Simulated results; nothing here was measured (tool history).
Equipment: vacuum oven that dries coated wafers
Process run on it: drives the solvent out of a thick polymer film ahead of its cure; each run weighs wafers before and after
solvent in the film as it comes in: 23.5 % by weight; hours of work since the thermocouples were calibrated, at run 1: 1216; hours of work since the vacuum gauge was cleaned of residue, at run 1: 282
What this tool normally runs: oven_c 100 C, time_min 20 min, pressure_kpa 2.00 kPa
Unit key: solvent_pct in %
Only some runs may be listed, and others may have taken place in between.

| run | hour | oven_c | time_min | pressure_kpa | hours of work since the thermocouples were calibrated | hours of work since the vacuum gauge was cleaned of residue | solvent_pct |
|---|---|---|---|---|---|---|---|
| 1 | 0.0 | 100 | 20 | 2.00 | 1216 | 282 | 3.99 |
| 2 | 20.4 | 100 | 20 | 2.00 | 1230 | 296 | 3.92 |
| 3 | 62.6 | 100 | 20 | 1.00 | 1260 | 326 | 3.34 |
| 4 | 95.3 | 95 | 20 | 1.00 | 1283 | 349 | 5.03 |
| 5 | 121.3 | 100 | 30 | 2.00 | 1301 | 367 | 2.37 |
| 6 | 160.9 | 100 | 30 | 2.00 | 1329 | 395 | 2.40 |
| 7 | 195.8 | 100 | 30 | 2.00 | 1353 | 419 | 2.37 |
| 8 | 226.5 | 100 | 30 | 2.00 | 1375 | 441 | 2.36 |
| 9 | 259.4 | 100 | 20 | 2.00 | 1398 | 464 | 3.94 |
| 10 | 282.0 | 100 | 20 | 2.00 | 1414 | 480 | 3.89 |
| 11 | 313.7 | 100 | 20 | 2.00 | 1436 | 502 | 3.93 |
| 12 | 352.5 | 100 | 20 | 2.00 | 1464 | 529 | 3.90 |
| 13 | 389.2 | 100 | 20 | 2.00 | 1489 | 555 | 3.88 |
| 14 | 408.0 | 111 | 20 | 2.00 | 1503 | 568 | 1.52 |
| 15 | 438.6 | 111 | 20 | 2.00 | 1524 | 590 | 1.56 |
| 16 | 466.6 | 111 | 20 | 2.00 | 1544 | 609 | 1.57 |
|  | 494.0 | oven's thermocouples calibrated |
| 17 | 499.4 | 100 | 20 | 2.98 | 4 | 631 | 5.04 |
| 18 | 538.2 | 100 | 20 | 2.98 | 31 | 658 | 5.04 |
| 19 | 575.8 | 100 | 20 | 2.00 | 57 | 685 | 4.47 |
| 20 | 595.3 | 100 | 20 | 2.00 | 71 | 698 | 4.45 |
| 21 | 618.2 | 100 | 20 | 2.00 | 87 | 715 | 4.48 |
| 22 | 656.5 | 106 | 20 | 2.00 | 114 | 741 | 2.76 |
| 23 | 696.0 | 100 | 20 | 4.74 | 142 | 769 | 6.07 |
| 24 | 713.7 | 100 | 20 | 4.06 | 154 | 782 | 5.72 |
| 25 | 741.6 | 100 | 20 | 4.06 | 174 | 801 | 5.69 |
| 26 | 781.0 | 110 | 15 | 4.06 | 202 | 829 | 3.86 |
| 27 | 819.6 | 100 | 28 | 2.00 | 229 | 856 | 3.00 |
| 28 | 841.0 | 111 | 20 | 3.25 | 244 | 871 | 2.40 |
| 29 | 881.6 | 93 | 14 | 2.00 | 272 | 900 | 9.28 |
| 30 | 918.3 | 93 | 14 | 2.00 | 298 | 925 | 9.23 |
| 31 | 951.1 | 93 | 14 | 2.00 | 321 | 948 | 9.25 |
| 32 | 985.3 | 100 | 34 | 2.76 | 345 | 973 | 2.98 |
| 33 | 1004.6 | 103 | 20 | 3.68 | 359 | 986 | 4.44 |
| 34 | 1033.1 | 110 | 12 | 2.00 | 379 | 1006 | 3.94 |
| 35 | 1072.5 | 110 | 12 | 2.00 | 406 | 1034 | 3.89 |
| 36 | 1112.7 | 112 | 28 | 2.28 | 435 | 1062 | 1.39 |
| 37 | 1148.9 | 86 | 20 | 1.86 | 460 | 1087 | 9.73 |
| 38 | 1184.7 | 86 | 20 | 1.86 | 485 | 1113 | 9.72 |
| 39 | 1226.3 | 96 | 22 | 2.00 | 515 | 1142 | 5.23 |
| 40 | 1251.3 | 96 | 22 | 2.00 | 532 | 1159 | 5.21 |
| 41 | 1272.6 | 96 | 22 | 2.00 | 547 | 1174 | 5.19 |

What does the tool deliver on the next run?
| 42 | 1309.9 | 103 | 22 | 1.14 | 573 | 1201 | ? |

Run 42 measured solvent_pct 2.61 %.
Take away the tool's hidden state, keep the run-to-run variation as it was, and the same run would have given solvent_pct 2.67 %.
